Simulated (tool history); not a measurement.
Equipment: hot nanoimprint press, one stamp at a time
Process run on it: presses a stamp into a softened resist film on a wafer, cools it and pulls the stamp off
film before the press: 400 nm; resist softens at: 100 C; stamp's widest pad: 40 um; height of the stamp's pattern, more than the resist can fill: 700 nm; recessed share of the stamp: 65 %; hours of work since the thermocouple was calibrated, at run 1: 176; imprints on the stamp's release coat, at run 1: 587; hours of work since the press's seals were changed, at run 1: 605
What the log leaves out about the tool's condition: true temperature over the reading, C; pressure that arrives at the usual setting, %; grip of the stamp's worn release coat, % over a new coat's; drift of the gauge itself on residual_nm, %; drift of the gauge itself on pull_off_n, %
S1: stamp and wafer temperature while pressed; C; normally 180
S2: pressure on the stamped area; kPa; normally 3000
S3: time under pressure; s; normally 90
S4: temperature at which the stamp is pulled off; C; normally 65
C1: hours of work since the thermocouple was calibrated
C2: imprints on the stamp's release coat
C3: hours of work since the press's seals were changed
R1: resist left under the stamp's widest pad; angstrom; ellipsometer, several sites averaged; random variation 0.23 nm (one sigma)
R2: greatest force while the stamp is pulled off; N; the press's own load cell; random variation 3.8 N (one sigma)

run	day	S1	S2	S3	S4	C1	C2	C3	R1	R2
1	0	180	3000	90	65	176	587	605	2162	210
# day 0.454: press's hydraulic seals changed and the load cell set to zero
2	1.767	180	3000	90	65	192	652	15	2148	217
3	3.379	180	3000	90	65	211	725	33	2148	213
4	5.646	180	3000	90	65	236	827	59	2151	221
5	6.917	180	3000	90	65	251	884	74	2140	227
6	8.125	182	3000	90	65	265	939	87	2057	223
7	10.017	182	3000	90	65	286	1024	109	2060	228
8	11.242	181	3000	90	65	300	1080	123	2097	232
9	12.958	181	3000	90	65	320	1157	142	2094	236
10	15.55	180	4180	90	65	349	1274	172	1800	247
11	18.129	180	4180	90	65	378	1391	201	1800	247
12	20.392	180	4180	90	65	404	1493	227	1794	257
13	22.858	180	3000	148	65	432	1604	255	1817	256
# day 23.825: stamp cleaned and given a new release coat
14	25.575	180	3000	148	65	460	79	283	1813	177
15	27.95	180	3000	148	65	487	186	310	1808	186
16	29.883	180	3700	69	65	509	273	332	2083	195
# day 31.929: plate thermocouple calibrated
17	32.408	172	1850	69	65	5	382	359	3215	206
18	34.371	172	1850	69	65	28	470	381	3215	207
19	35.729	177	4150	54	53	43	532	397	2318	269
20	37.467	177	4150	54	53	63	610	417	2318	283
21	39.929	177	4150	54	53	91	721	445	2316	283
22	41.546	177	2530	109	53	109	794	463	2370	284
23	43.354	172	2790	90	65	130	876	484	2639	223
24	45.288	172	3250	63	62	152	963	506	2713	256
25	47.271	182	1820	102	65	174	1053	528	2536	226
26	48.796	180	3020	90	65	192	1122	546	2162	238
27	50.788	180	3020	70	68	214	1212	568	2331	220
28	52.004	180	3020	70	68	228	1267	582	2330	229
29	53.646	180	3020	70	68	247	1341	601	2329	231

What if the next run were any one of these 3? Each begins from the tool's condition after run 29:
# day 54.488: press's hydraulic seals changed and the load cell set to zero
A	56.275	174	3110	70	65	273	1445	20	?	?
# day 54.488: press's hydraulic seals changed and the load cell set to zero
B	56.275	172	3000	85	73	273	1445	20	?	?
# day 54.488: press's hydraulic seals changed and the load cell set to zero
C	56.275	180	3000	104	52	273	1445	20	?	?

run	R1	R2
A	2561	250
B	2572	195
C	2052	322
Take away the tool's hidden state, keep each run's random variation, and the runs would have read:
run	R1	R2
A	2584	182
B	2595	143
C	2072	234
